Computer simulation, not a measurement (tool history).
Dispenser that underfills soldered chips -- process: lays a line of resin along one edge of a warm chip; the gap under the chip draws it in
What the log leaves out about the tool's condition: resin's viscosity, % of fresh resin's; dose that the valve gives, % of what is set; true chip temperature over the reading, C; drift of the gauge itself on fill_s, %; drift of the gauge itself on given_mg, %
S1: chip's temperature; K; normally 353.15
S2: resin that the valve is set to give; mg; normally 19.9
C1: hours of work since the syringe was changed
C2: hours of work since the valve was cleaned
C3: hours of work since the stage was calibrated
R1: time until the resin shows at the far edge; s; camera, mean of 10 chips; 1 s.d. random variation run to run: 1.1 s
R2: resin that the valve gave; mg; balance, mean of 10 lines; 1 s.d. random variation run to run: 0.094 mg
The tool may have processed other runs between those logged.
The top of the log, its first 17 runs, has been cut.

| run | day | S1 | S2 | C1 | C2 | C3 | R1 | R2 |
|---|---|---|---|---|---|---|---|---|
| 18 | 3.825 | 344.15 | 19.9 | 7 | 92 | 76 | 211.5 | 18.19 |
|  | 4.000 | new syringe of resin |
| 19 | 4.100 | 361.15 | 21.6 | 2 | 97 | 81 | 93.3 | 19.52 |
| 20 | 4.229 | 354.15 | 17.6 | 4 | 99 | 83 | 134.2 | 15.86 |
| 21 | 4.533 | 354.15 | 17.6 | 9 | 104 | 88 | 180.9 | 15.77 |
|  | 4.608 | new syringe of resin |
| 22 | 4.821 | 348.15 | 23.0 | 3 | 108 | 92 | 149.6 | 20.66 |
| 23 | 5.012 | 356.15 | 23.7 | 7 | 111 | 95 | 145.2 | 21.12 |
|  | 5.208 | new syringe of resin |
| 24 | 5.300 | 348.15 | 23.7 | 2 | 116 | 100 | 135.1 | 20.99 |
| 25 | 5.475 | 340.15 | 21.0 | 4 | 119 | 103 | 207.5 | 18.61 |
| 26 | 5.621 | 350.15 | 21.4 | 7 | 121 | 105 | 174.1 | 18.93 |
|  | 5.808 | new syringe of resin |
|  | 5.929 | dispensing valve cleaned and set on the balance |
| 27 | 5.967 | 366.15 | 17.2 | 2 | 1 | 110 | 81.7 | 17.23 |
| 28 | 6.196 | 345.15 | 25.5 | 6 | 4 | 114 | 183.7 | 25.66 |
| 29 | 6.358 | 343.15 | 21.5 | 8 | 7 | 116 | 230.0 | 21.39 |
|  | 6.458 | new syringe of resin |
| 30 | 6.567 | 343.15 | 17.6 | 2 | 10 | 119 | 156.1 | 17.39 |

What will run 31 give?
| 31 | 6.829 | 368.15 | 17.6 | 6 | 14 | 124 | ? | ? |

R1: 101.1 s
R2: 17.40 mg
Were there no unlogged condition in the tool, this run, its random variation unchanged, would have produced R1 70.9 s, R2 17.60 mg.
